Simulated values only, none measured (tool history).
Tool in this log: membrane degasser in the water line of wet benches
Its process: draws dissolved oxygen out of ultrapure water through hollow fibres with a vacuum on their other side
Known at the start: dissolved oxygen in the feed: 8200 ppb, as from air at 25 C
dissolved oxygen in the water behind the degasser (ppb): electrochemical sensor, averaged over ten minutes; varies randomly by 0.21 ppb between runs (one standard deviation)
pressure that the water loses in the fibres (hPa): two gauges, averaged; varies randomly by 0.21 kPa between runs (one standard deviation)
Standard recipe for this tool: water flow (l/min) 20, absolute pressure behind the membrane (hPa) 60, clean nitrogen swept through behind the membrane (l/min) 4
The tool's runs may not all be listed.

run,hour,water flow (l/min),absolute pressure behind the membrane (hPa),clean nitrogen swept through behind the membrane (l/min),dissolved oxygen in the water behind the degasser (ppb),pressure that the water loses in the fibres (hPa)
1,0,20,60,4,35.7,523.1
2,184.7,20,60,4,36,520.6
3,387,20,60,4,36.2,525.2
4,501.5,20,116.6,4,103.9,524.3
5,598.8,20,116.6,4.93,85.7,526.8
6,744.1,20,60,5.86,25.3,522.6
7,901.6,20,60,5.86,25.3,525.6
8,999.2,20,60,5.86,25.1,519.8
9,1189,20,60,5.86,25.2,525.6
10,1382,20,60,4,35.7,525.6
11,1551.2,20,60,11.45,13.8,520.2
12,1748,20,60,11.45,14,524.6
13,1842.1,20,60,11.45,14.2,523.2
14,2027.9,20,60,4,35.7,521.8
15,2148.7,20,60,4,36,526.2
16,2275.9,20,60,4,35.7,527.8
17,2398.4,32,74.4,2.98,128.7,834.2
18,2583.7,32,74.4,2.98,128.2,839.1
19,2746.9,24,74.2,6.67,42.9,628.2
20,2911.8,13,75.4,3.89,35.6,339.1
21,3023.2,20,61.7,2.15,67.4,527.1
22,3172.1,20,71.4,9.8,21.9,528
23,3328.2,25,87.7,4,89.8,657.1
24,3515.5,31,58.2,3.09,80.6,816.3
25,3630,20,74.8,9.42,24.6,524
26,3784.7,19,121.4,7.28,58.8,496.7
27,3894.7,20,82.3,1.75,134.8,522.4
28,4089.1,20,82.3,1.75,134.9,525.9
29,4212.7,21,68.4,1.79,102,549.3
30,4308.8,16,60,4,27.6,417.8
31,4456.3,16,60,4,28.1,422.8

Alternative continuations, all from the tool just after run 31; predict every row:
A,4579.6,15,60,1.79,?,?
B,4579.6,23,60,4,?,?
C,4579.6,20,45.9,4,?,?
D,4579.6,23,110,2.58,?,?

run,dissolved oxygen in the water behind the degasser (ppb),pressure that the water loses in the fibres (hPa)
A,55.7,391.3
B,43.2,603.8
C,19,524.3
D,168,604.7
Without the tool's unlogged condition, the same runs would have read:
run,dissolved oxygen in the water behind the degasser (ppb),pressure that the water loses in the fibres (hPa)
A,55.7,391.2
B,43.2,603.5
C,18.9,524
D,167.9,604.4
